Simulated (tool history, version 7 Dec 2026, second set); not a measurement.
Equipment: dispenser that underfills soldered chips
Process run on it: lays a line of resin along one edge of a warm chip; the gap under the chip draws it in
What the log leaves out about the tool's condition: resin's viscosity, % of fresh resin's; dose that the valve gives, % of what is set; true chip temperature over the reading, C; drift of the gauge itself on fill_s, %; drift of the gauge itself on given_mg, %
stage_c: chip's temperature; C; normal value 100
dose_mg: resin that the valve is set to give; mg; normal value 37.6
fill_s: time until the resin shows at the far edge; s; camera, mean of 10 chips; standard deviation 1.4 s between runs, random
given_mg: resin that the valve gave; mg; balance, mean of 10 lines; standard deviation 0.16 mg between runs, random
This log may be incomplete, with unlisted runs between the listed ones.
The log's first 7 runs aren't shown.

run	hour	stage_c	dose_mg	hours of work since the syringe was changed	hours of work since the valve was cleaned	hours of work since the stage was calibrated	fill_s	given_mg
8	23.8	100	43.2	4	32	86	153.3	41.54
# hour 26.4: new syringe of resin
9	27.7	106	37.6	1	34	88	113.9	35.91
10	29.7	107	37.6	2	35	89	113.5	36.44
11	32.6	100	34.1	4	37	91	166.2	32.75
12	34.5	100	34.1	5	38	93	171.7	32.84
# hour 35.5: new syringe of resin
13	36.7	100	32.9	1	40	94	149	31.65
14	39.8	95	32.9	3	42	96	195.6	31.43
15	42.4	100	37.6	5	43	98	161.7	35.98
# hour 44.6: new syringe of resin
16	44.9	99	37.6	0	45	99	146.5	35.62
17	47.1	100	39	2	46	100	142.5	37.31
18	51.1	104	40.1	4	49	103	132.5	38.04
# hour 53.9: new syringe of resin
19	53.9	105	38.4	0	50	105	111.4	36.68
20	58.2	105	38.4	3	53	107	126.7	36.35
21	60.3	107	37.6	4	55	109	120.2	35.69
# hour 63.4: new syringe of resin
22	65.1	107	37.6	1	58	112	109.7	35.59
23	67.8	113	34.4	3	59	114	94.7	32.31
24	69.7	113	34.4	4	61	115	98.9	32.32
25	72	110	47.5	6	62	116	106.3	45.04
# hour 72.6: new syringe of resin
26	75.9	86	44.8	2	64	119	255.1	42.02
27	79.5	108	44.7	5	67	121	111.2	41.59
# hour 81.6: new syringe of resin
28	81.9	108	40.4	0	68	122	99.9	37.83
29	85.7	87	37.5	3	71	125	258.1	35.15
30	87.6	87	37.5	4	72	126	267.7	34.71
# hour 90.8: new syringe of resin
31	91.7	94	37.5	1	74	129	180.7	34.72

Alternative continuations, all from the tool just after run 31; predict every row:
A	94.1	112	37.6	2	76	130	?	?
B	94.1	112	37.6	2	76	130	?	?
C	94.1	114	35.9	2	76	130	?	?

run	fill_s	given_mg
A	92.5	34.74
B	95.4	34.86
C	88.2	33.47
With the hidden condition removed and each run's random variation left untouched, the same runs would have given:
run	fill_s	given_mg
A	85.9	37.55
B	88.7	37.67
C	81.6	36.19
